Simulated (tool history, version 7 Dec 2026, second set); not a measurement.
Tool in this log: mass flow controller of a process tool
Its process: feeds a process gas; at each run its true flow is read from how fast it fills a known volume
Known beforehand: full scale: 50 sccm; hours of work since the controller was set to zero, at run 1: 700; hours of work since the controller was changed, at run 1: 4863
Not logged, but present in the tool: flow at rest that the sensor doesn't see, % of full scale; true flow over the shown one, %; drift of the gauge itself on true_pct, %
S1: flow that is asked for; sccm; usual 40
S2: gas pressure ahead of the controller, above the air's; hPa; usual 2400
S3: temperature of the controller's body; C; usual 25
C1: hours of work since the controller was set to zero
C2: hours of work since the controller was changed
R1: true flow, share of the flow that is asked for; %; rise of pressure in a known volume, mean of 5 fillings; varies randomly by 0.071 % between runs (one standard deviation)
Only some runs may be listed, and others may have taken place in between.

{"run": 1, "hour": 0.0, "S1": 40, "S2": 2400, "S3": 25, "C1": 700, "C2": 4863, "R1": 101.16}
{"run": 2, "hour": 190.4, "S1": 20, "S2": 2400, "S3": 25, "C1": 805, "C2": 4968, "R1": 100.51}
{"run": 3, "hour": 437.7, "S1": 20, "S2": 2400, "S3": 25, "C1": 941, "C2": 5105, "R1": 100.78}
{"run": 4, "hour": 695.0, "S1": 40, "S2": 2400, "S3": 30, "C1": 1083, "C2": 5247, "R1": 100.8}
{"run": 5, "hour": 969.6, "S1": 40, "S2": 2400, "S3": 25, "C1": 1235, "C2": 5399, "R1": 101.24}
{"run": 6, "hour": 1120.4, "S1": 40, "S2": 2400, "S3": 25, "C1": 1318, "C2": 5482, "R1": 101}
{"run": 7, "hour": 1240.0, "S1": 40, "S2": 2400, "S3": 25, "C1": 1384, "C2": 5548, "R1": 100.99}
{"run": 8, "hour": 1491.0, "S1": 40, "S2": 2400, "S3": 25, "C1": 1523, "C2": 5687, "R1": 100.96}
{"hour": 1533.3, "done": "controller exchanged for a calibrated one"}
{"run": 9, "hour": 1723.3, "S1": 11, "S2": 2010, "S3": 25, "C1": 105, "C2": 105, "R1": 99.08}
{"run": 10, "hour": 1988.6, "S1": 33, "S2": 2020, "S3": 25, "C1": 251, "C2": 251, "R1": 99.6}
{"run": 11, "hour": 2143.8, "S1": 28, "S2": 2090, "S3": 30, "C1": 337, "C2": 337, "R1": 99.12}
{"run": 12, "hour": 2314.7, "S1": 28, "S2": 2090, "S3": 30, "C1": 431, "C2": 431, "R1": 99.09}
{"run": 13, "hour": 2588.3, "S1": 19, "S2": 2500, "S3": 28, "C1": 583, "C2": 583, "R1": 99.42}
{"run": 14, "hour": 2746.0, "S1": 32, "S2": 2640, "S3": 25, "C1": 670, "C2": 670, "R1": 99.77}

Results for each run, recomputed without the tool's hidden state and with each run's random variation untouched:
run=1 R1=100.18
run=2 R1=99.77
run=3 R1=100.07
run=4 R1=99.82
run=5 R1=100.26
run=6 R1=100.02
run=7 R1=100.01
run=8 R1=99.98
run=9 R1=99.38
run=10 R1=99.73
run=11 R1=99.28
run=12 R1=99.26
run=13 R1=99.75
run=14 R1=99.92

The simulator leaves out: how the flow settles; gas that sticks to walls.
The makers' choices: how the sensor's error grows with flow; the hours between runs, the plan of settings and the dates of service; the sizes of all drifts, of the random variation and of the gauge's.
